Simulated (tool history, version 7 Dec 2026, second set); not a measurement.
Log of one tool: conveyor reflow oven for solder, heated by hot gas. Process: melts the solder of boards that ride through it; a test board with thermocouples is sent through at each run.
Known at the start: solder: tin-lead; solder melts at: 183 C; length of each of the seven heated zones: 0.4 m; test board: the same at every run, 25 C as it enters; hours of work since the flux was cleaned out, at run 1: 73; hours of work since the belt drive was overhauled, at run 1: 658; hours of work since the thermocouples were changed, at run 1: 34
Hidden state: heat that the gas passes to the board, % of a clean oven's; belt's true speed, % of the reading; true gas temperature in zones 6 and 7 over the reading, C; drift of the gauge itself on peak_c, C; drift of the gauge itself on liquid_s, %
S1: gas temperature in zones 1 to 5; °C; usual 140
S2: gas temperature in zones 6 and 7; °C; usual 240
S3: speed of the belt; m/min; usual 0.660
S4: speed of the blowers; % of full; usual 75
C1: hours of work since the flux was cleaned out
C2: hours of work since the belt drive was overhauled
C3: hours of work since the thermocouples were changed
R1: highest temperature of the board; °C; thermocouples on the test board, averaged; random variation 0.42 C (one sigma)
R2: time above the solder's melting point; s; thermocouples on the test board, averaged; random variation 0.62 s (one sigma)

run     day   S1   S2     S3  S4   C1   C2   C3     R1    R2
  1   0.000  140  240  0.660  75   73  658   34  226.0  61.7
  2   0.779  140  240  0.660  75   84  669   45  225.3  61.3
  3   1.975  140  246  0.660  75  100  686   62  231.3  64.1
  4   3.196  140  246  0.660  75  117  702   78  231.3  64.5
  5   5.054  140  246  0.660  75  143  728  104  231.6  64.5
  6   6.738  140  246  0.660  75  166  751  127  230.1  65.4
  7   7.671  140  246  0.660  75  179  764  140  231.4  64.8
      9.233  -- flux residue cleaned out of gas plates and filters
  8   9.233  144  246  0.660  65    0  783  159  230.4  66.2
  9  11.062  132  229  0.679  75   25  808  184  214.6  50.7
 10  12.125  132  229  0.679  75   40  823  199  214.7  51.6
 11  13.300  130  234  0.660  62   56  839  215  216.5  52.6
 12  14.221  130  240  0.660  89   69  851  228  227.8  61.5
 13  15.521  155  240  0.660  89   87  869  246  231.1  70.5

Measured less the same run without the tool's hidden state. The same run-to-run variation is in both; the gauge's scatter may not be:
run    R1    R2
  1  +0.4  +1.2
  2  +0.4  +1.3
  3  +0.4  +1.4
  4  +0.3  +1.4
  5  +0.4  +1.4
  6  +0.3  +1.5
  7  +0.3  +1.4
  8  +1.2  +2.1
  9  +1.2  +2.0
 10  +1.1  +2.0
 11  +1.2  +2.1
 12  +1.1  +2.0
 13  +1.0  +2.0
